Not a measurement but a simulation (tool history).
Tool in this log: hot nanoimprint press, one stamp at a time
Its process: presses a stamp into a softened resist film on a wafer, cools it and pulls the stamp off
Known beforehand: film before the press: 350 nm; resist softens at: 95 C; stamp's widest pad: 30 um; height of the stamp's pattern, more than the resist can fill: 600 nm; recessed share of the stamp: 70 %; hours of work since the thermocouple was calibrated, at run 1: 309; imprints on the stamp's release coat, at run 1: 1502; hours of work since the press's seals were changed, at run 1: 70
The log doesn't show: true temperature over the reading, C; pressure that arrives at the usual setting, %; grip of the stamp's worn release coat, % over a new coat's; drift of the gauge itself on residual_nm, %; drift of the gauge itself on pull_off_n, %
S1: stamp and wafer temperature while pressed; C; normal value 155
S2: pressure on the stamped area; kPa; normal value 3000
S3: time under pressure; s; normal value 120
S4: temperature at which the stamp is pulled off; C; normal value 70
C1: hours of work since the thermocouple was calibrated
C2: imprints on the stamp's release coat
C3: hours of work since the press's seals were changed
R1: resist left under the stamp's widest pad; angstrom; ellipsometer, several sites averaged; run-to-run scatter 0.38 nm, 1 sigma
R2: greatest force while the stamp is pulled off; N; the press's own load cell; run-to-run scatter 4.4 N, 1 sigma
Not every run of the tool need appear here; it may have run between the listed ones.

run	hour	S1	S2	S3	S4	C1	C2	C3	R1	R2
1	0.0	155	3000	120	70	309	1502	70	1905	369
2	19.5	155	3000	120	70	319	1582	81	1909	355
3	34.4	155	3000	120	70	327	1644	88	1911	358
4	49.1	155	3000	120	70	335	1704	96	1913	370
5	69.3	155	3000	120	70	345	1788	106	1905	385
# hour 74.1: plate thermocouple calibrated
6	88.7	155	3000	120	70	8	1855	115	1931	395
# hour 105.7: stamp cleaned and given a new release coat
7	105.7	155	3000	120	70	13	0	121	1923	216
8	122.8	155	3000	120	73	22	70	130	1934	211
# hour 141.1: plate thermocouple calibrated, once more
9	146.7	155	3000	120	73	3	156	140	1876	205
10	158.2	155	3000	120	73	9	204	146	1882	217
11	171.5	155	3000	120	73	16	258	153	1889	222
12	183.0	155	3000	120	73	22	306	159	1885	219
13	200.3	155	3000	120	73	31	377	168	1889	226
14	211.7	155	3000	120	73	37	424	174	1883	233
15	221.8	155	3000	120	70	42	466	179	1881	256
16	232.4	151	3000	120	70	47	510	185	2247	254
17	252.0	155	3000	70	70	58	591	195	2223	262
18	273.1	161	3000	149	73	69	677	206	1319	255
19	284.0	159	3000	139	73	74	722	212	1491	265
20	293.4	154	2360	210	74	79	761	217	1834	253
21	310.8	167	4310	66	65	88	833	226	1143	317
22	326.1	155	3000	120	76	96	896	234	1899	261
23	345.2	155	3000	120	76	106	974	243	1894	273
24	364.1	155	3000	109	57	116	1052	253	1968	387
25	378.7	165	4360	109	60	123	1113	261	1023	371
26	389.3	154	2200	107	70	129	1156	266	2315	318
27	409.5	155	2420	240	70	139	1239	277	1664	338
28	426.8	150	3000	156	70	148	1311	286	2188	341
29	440.6	155	4560	64	74	155	1368	293	1973	314
30	454.4	156	4560	64	63	163	1425	300	1877	394
31	473.1	156	4560	64	63	172	1502	310	1884	393

Branching from run 31: 3 alternative next runs. What would each branch give?
A	494.3	156	2360	154	67	183	1589	321	?	?
B	494.3	156	1840	64	63	183	1589	321	?	?
C	494.3	164	3540	144	63	183	1589	321	?	?

run	R1	R2
A	1883	385
B	2613	415
C	1079	434
Without the tool's unlogged condition, the same runs would have read:
run	R1	R2
A	1839	222
B	2574	241
C	1048	252
